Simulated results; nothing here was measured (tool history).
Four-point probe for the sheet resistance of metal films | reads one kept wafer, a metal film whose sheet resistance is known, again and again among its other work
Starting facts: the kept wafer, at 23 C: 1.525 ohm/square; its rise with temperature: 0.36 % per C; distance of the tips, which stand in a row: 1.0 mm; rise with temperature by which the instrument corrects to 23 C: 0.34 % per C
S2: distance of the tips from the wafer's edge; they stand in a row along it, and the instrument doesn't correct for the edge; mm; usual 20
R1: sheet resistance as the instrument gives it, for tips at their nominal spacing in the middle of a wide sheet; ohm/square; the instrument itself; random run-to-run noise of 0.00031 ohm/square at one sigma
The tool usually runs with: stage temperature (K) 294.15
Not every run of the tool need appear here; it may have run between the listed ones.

run 1 day=0 | stage_temperature_(K)=294.15 S2=20 | R1=1.521914
run 2 day=1.658 | stage_temperature_(K)=294.15 S2=20 | R1=1.521887
run 3 day=4.05 | stage_temperature_(K)=298.15 S2=20 | R1=1.522518
run 4 day=6.233 | stage_temperature_(K)=304.15 S2=20 | R1=1.523446
run 5 day=7.458 | stage_temperature_(K)=304.15 S2=20 | R1=1.523207
run 6 day=9.629 | stage_temperature_(K)=304.15 S2=20 | R1=1.522864
run 7 day=11.783 | stage_temperature_(K)=304.15 S2=20 | R1=1.52285
run 8 day=14.075 | stage_temperature_(K)=294.15 S2=20 | R1=1.519583
run 9 day=15.712 | stage_temperature_(K)=294.15 S2=20 | R1=1.519296
run 10 day=17.412 | stage_temperature_(K)=294.15 S2=20 | R1=1.51852
run 11 day=19.708 | stage_temperature_(K)=294.15 S2=20 | R1=1.519045
run 12 day=21.975 | stage_temperature_(K)=301.15 S2=4 | R1=1.56747
run 13 day=23.217 | stage_temperature_(K)=301.15 S2=4 | R1=1.566496
run 14 day=24.562 | stage_temperature_(K)=300.15 S2=48 | R1=1.517237
run 15 day=26.771 | stage_temperature_(K)=300.15 S2=48 | R1=1.517245
run 16 day=28.054 | stage_temperature_(K)=294.15 S2=68 | R1=1.51473
run 17 day=30.188 | stage_temperature_(K)=304.15 S2=5 | R1=1.548726
run 18 day=31.442 | stage_temperature_(K)=301.15 S2=71 | R1=1.516198
run 19 day=33.496 | stage_temperature_(K)=301.15 S2=71 | R1=1.515369
run 20 day=35.912 | stage_temperature_(K)=299.15 S2=24 | R1=1.51608
run 21 day=38.162 | stage_temperature_(K)=303.15 S2=23 | R1=1.517212
run 22 day=39.479 | stage_temperature_(K)=307.15 S2=23 | R1=1.517657

What if the next run were any one of these 5? Each begins from the tool's condition after run 22:
run A day=40.896 | stage_temperature_(K)=307.15 S2=46 | R1=?
run B day=40.896 | stage_temperature_(K)=296.15 S2=13 | R1=?
run C day=40.896 | stage_temperature_(K)=296.15 S2=56 | R1=?
run D day=40.896 | stage_temperature_(K)=306.15 S2=23 | R1=?
run E day=40.896 | stage_temperature_(K)=305.15 S2=4 | R1=?

run=A R1=1.515555
run=B R1=1.517737
run=C R1=1.51344
run=D R1=1.516732
run=E R1=1.564506
With the hidden condition removed and each run's random variation left untouched, the same runs would have given:
run=A R1=1.527556
run=B R1=1.529634
run=C R1=1.525307
run=D R1=1.528731
run=E R1=1.576833
